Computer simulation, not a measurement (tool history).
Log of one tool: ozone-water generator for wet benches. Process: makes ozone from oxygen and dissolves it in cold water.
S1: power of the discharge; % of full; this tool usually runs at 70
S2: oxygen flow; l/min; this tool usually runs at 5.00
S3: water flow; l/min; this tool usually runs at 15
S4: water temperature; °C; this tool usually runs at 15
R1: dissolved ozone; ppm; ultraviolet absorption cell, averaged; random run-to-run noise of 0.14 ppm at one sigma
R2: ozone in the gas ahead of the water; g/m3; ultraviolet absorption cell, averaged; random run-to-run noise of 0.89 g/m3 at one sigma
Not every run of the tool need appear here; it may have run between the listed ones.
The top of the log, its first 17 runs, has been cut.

| run | hour | S1 | S2 | S3 | S4 | R1 | R2 |
|---|---|---|---|---|---|---|---|
| 18 | 1838.0 | 70 | 5.98 | 15 | 15 | 16.7 | 130.8 |
|  | 1913.6 | water thermometer calibrated, once more |
| 19 | 1934.5 | 70 | 5.98 | 15 | 15 | 16.6 | 131.7 |
| 20 | 2029.6 | 82 | 4.08 | 15 | 9 | 18.6 | 165.7 |
| 21 | 2158.9 | 70 | 5.00 | 24 | 7 | 11.6 | 138.9 |
| 22 | 2228.3 | 47 | 7.58 | 24 | 7 | 10.2 | 98.3 |
| 23 | 2364.2 | 49 | 4.45 | 10 | 23 | 16.2 | 122.3 |
| 24 | 2458.8 | 49 | 4.45 | 10 | 23 | 15.9 | 124.4 |
| 25 | 2525.4 | 49 | 4.45 | 10 | 23 | 16.1 | 123.5 |
| 26 | 2675.2 | 49 | 4.45 | 10 | 23 | 16.1 | 125.8 |
| 27 | 2736.8 | 70 | 5.00 | 15 | 11 | 17.3 | 138.8 |
| 28 | 2799.5 | 58 | 2.64 | 15 | 11 | 13.4 | 163.7 |
| 29 | 2867.4 | 58 | 6.90 | 14 | 11 | 17.1 | 113.0 |
| 30 | 2989.5 | 58 | 7.74 | 24 | 11 | 10.8 | 108.2 |
| 31 | 3097.9 | 44 | 5.00 | 15 | 9 | 14.1 | 112.8 |
| 32 | 3210.6 | 70 | 3.06 | 11 | 15 | 19.5 | 170.4 |
| 33 | 3356.9 | 64 | 3.06 | 11 | 16 | 18.7 | 161.0 |

Below are 3 alternative next runs, each starting from the tool's condition after run 33. Predict each:
| A | 3420.9 | 91 | 7.94 | 19 | 15 | ? | ? |
| B | 3420.9 | 64 | 6.04 | 19 | 16 | ? | ? |
| C | 3420.9 | 70 | 5.00 | 14 | 15 | ? | ? |

| run | R1 | R2 |
|---|---|---|
| A | 15.8 | 132.8 |
| B | 12.8 | 124.9 |
| C | 17.0 | 139.1 |
Without the tool's hidden state the same runs would have given:
| run | R1 | R2 |
|---|---|---|
| A | 17.0 | 140.0 |
| B | 13.7 | 130.6 |
| C | 18.2 | 145.8 |
